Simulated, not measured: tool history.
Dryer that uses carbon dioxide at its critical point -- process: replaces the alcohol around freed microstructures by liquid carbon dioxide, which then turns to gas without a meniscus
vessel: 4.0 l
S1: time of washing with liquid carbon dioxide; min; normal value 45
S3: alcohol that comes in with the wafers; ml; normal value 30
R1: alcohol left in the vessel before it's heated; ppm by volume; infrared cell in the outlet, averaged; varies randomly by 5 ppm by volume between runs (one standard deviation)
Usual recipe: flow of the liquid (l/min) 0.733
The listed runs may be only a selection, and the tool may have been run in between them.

run 1 hour=0 | S1=45 flow_of_the_liquid_(l/min)=0.733 S3=30 | R1=72
run 2 hour=8.6 | S1=45 flow_of_the_liquid_(l/min)=0.733 S3=30 | R1=71
run 3 hour=25.7 | S1=45 flow_of_the_liquid_(l/min)=0.733 S3=30 | R1=71
run 4 hour=36.4 | S1=45 flow_of_the_liquid_(l/min)=0.733 S3=30 | R1=76
run 5 hour=48.1 | S1=45 flow_of_the_liquid_(l/min)=0.733 S3=43 | R1=85
run 6 hour=62.8 | S1=45 flow_of_the_liquid_(l/min)=0.763 S3=30 | R1=81
run 7 hour=80.8 | S1=45 flow_of_the_liquid_(l/min)=0.763 S3=30 | R1=79
run 8 hour=92.5 | S1=45 flow_of_the_liquid_(l/min)=0.733 S3=30 | R1=86
run 9 hour=100.2 | S1=45 flow_of_the_liquid_(l/min)=0.733 S3=30 | R1=86
run 10 hour=110.2 | S1=45 flow_of_the_liquid_(l/min)=0.733 S3=30 | R1=89
run 11 hour=123.5 | S1=45 flow_of_the_liquid_(l/min)=0.733 S3=112 | R1=100
run 12 hour=135.6 | S1=45 flow_of_the_liquid_(l/min)=0.733 S3=112 | R1=95
run 13 hour=149.5 | S1=45 flow_of_the_liquid_(l/min)=0.733 S3=112 | R1=99
run 14 hour=160.3 | S1=45 flow_of_the_liquid_(l/min)=0.733 S3=112 | R1=106
run 15 hour=168.2 | S1=45 flow_of_the_liquid_(l/min)=0.733 S3=112 | R1=109
run 16 hour=183.7 | S1=45 flow_of_the_liquid_(l/min)=0.733 S3=112 | R1=109
run 17 hour=193.3 | S1=45 flow_of_the_liquid_(l/min)=0.733 S3=112 | R1=103
run 18 hour=200.7 | S1=45 flow_of_the_liquid_(l/min)=0.733 S3=112 | R1=103
run 19 hour=216.3 | S1=54 flow_of_the_liquid_(l/min)=0.741 S3=76 | R1=94
run 20 hour=225.6 | S1=39 flow_of_the_liquid_(l/min)=0.741 S3=76 | R1=130
run 21 hour=232.7 | S1=29 flow_of_the_liquid_(l/min)=0.57 S3=45 | R1=376
run 22 hour=241.5 | S1=29 flow_of_the_liquid_(l/min)=0.57 S3=45 | R1=375
run 23 hour=254.7 | S1=45 flow_of_the_liquid_(l/min)=1.101 S3=83 | R1=90
run 24 hour=266.7 | S1=52 flow_of_the_liquid_(l/min)=1.101 S3=22 | R1=97
run 25 hour=277 | S1=49 flow_of_the_liquid_(l/min)=0.468 S3=67 | R1=213
run 26 hour=286.6 | S1=49 flow_of_the_liquid_(l/min)=0.468 S3=67 | R1=203
run 27 hour=294.3 | S1=41 flow_of_the_liquid_(l/min)=0.743 S3=29 | R1=107
run 28 hour=310.2 | S1=45 flow_of_the_liquid_(l/min)=1.005 S3=36 | R1=95
run 29 hour=317.9 | S1=38 flow_of_the_liquid_(l/min)=0.654 S3=81 | R1=194
run 30 hour=332.7 | S1=38 flow_of_the_liquid_(l/min)=0.669 S3=30 | R1=134
run 31 hour=340 | S1=52 flow_of_the_liquid_(l/min)=0.5 S3=71 | R1=166
run 32 hour=353.6 | S1=69 flow_of_the_liquid_(l/min)=0.889 S3=30 | R1=109
run 33 hour=369.4 | S1=69 flow_of_the_liquid_(l/min)=0.889 S3=30 | R1=108
run 34 hour=386.1 | S1=45 flow_of_the_liquid_(l/min)=0.733 S3=96 | R1=130

Not shown: 1 entry that the log had between the listed runs. Between which runs, and how does the tool's hidden state differ before and after?
Logged between run 6 and run 7: inlet filter changed (hour 73.1)
  flow that reaches the vessel past the clogged filter, %: 88.7 -> 99; alcohol in the recycled carbon dioxide, ppm: 73.9 -> 76.1
  measured minus no-state result, R1: +73 -> +71 ppm by volume
